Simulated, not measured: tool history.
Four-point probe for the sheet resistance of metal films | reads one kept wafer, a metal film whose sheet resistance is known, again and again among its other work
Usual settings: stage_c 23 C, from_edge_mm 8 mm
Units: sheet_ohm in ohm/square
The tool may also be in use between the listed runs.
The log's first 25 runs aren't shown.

run   hour  stage_c  from_edge_mm  sheet_ohm
 26  317.2       28             9   1.558114
 27  327.7       19             5   1.586239
 28  341.6       25             5   1.590893
 29  352.8       22             9   1.553442
 30  368.6       19            14   1.541645
 31  377.3       27             8   1.561336
 32  392.8       23             3   1.672075
 33  407.9       23             3   1.671593
 34  415.2       23             3   1.672006
 35  429.3       31            12   1.553548
 36    445       19            62   1.535212
 37  452.6       27             8   1.561307
 38  467.5       32            11   1.555478
 39  479.5       26            12    1.54861
 40  489.6       29             7   1.569002
 41  507.7       18             4   1.612154
 42  518.5       32             7   1.571962
 43  532.9       32             7   1.572139
 44  541.8       30             4   1.622725
 45  549.8       30             4   1.622152

3 ways to go on from here, each from the tool as it stands after run 45. What would each give?
  A  557.1       23            70          ?
  B  557.1       27             5          ?
  C  557.1       30             7          ?

run  sheet_ohm
  A   1.538355
  B   1.592599
  C   1.570274
Without the tool's hidden state the same runs would have given:
run  sheet_ohm
  A   1.538311
  B   1.592552
  C   1.570226

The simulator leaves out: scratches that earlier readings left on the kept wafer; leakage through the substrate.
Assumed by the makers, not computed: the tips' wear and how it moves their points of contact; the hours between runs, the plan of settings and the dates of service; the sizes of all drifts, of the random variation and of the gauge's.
